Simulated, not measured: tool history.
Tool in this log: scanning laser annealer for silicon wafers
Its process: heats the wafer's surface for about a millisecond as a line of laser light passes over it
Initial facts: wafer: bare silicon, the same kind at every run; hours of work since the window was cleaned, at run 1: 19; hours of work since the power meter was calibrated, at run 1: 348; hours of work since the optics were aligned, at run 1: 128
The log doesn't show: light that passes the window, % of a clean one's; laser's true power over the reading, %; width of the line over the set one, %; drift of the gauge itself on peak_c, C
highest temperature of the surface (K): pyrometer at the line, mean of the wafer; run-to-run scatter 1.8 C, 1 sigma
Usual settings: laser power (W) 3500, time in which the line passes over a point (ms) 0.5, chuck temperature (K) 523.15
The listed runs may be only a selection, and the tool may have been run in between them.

run	hour	laser power (W)	time in which the line passes over a point (ms)	chuck temperature (K)	hours of work since the window was cleaned	hours of work since the power meter was calibrated	hours of work since the optics were aligned	highest temperature of the surface (K)
1	0	3500	0.5	523.15	19	348	128	1295.15
2	9.4	3500	0.5	523.15	27	356	135	1291.15
3	24.1	3500	0.5	523.15	38	367	147	1288.15
4	33.6	3500	0.5	523.15	46	375	154	1292.15
5	45	3500	0.5	523.15	55	384	163	1289.15
6	56.2	3500	0.5	523.15	64	392	172	1296.15
7	63.7	3436	0.5	523.15	70	398	178	1270.15
8	72.8	3436	0.5	523.15	77	405	185	1271.15
9	88.2	3436	0.5	523.15	89	417	197	1269.15
10	101	3436	0.5	523.15	99	428	207	1273.15
11	116.3	3436	0.5	523.15	111	440	219	1269.15
12	123	3436	0.5	523.15	116	445	225	1268.15
13	135.7	3436	0.5	496.15	126	455	235	1243.15
14	147.2	3738	0.5	516.15	135	464	244	1336.15
15	156	3738	0.5	516.15	142	471	251	1337.15
16	168.4	3738	0.5	516.15	152	481	260	1338.15
17	184.6	3500	0.389	499.15	165	493	273	1167.15
18	200.1	3198	0.384	519.15	177	505	285	1118.15
19	214.8	3656	0.359	540.15	188	517	297	1213.15
20	229.2	3656	0.365	554.15	200	528	308	1231.15
21	238.3	3116	0.511	523.15	207	535	315	1190.15
22	247.5	3500	0.466	526.15	214	543	323	1254.15

Forecast each of these 5 alternatives for the next run:
A	254.5	3500	0.5	530.15	220	548	328	?
B	254.5	3732	0.466	526.15	220	548	328	?
C	254.5	3455	0.607	495.15	220	548	328	?
D	254.5	3409	0.548	523.15	220	548	328	?
E	254.5	3184	0.5	537.15	220	548	328	?

run	highest temperature of the surface (K)
A	1285.15
B	1312.15
C	1316.15
D	1293.15
E	1216.15
Without the tool's unlogged condition, the same runs would have read:
run	highest temperature of the surface (K)
A	1300.15
B	1327.15
C	1333.15
D	1308.15
E	1229.15
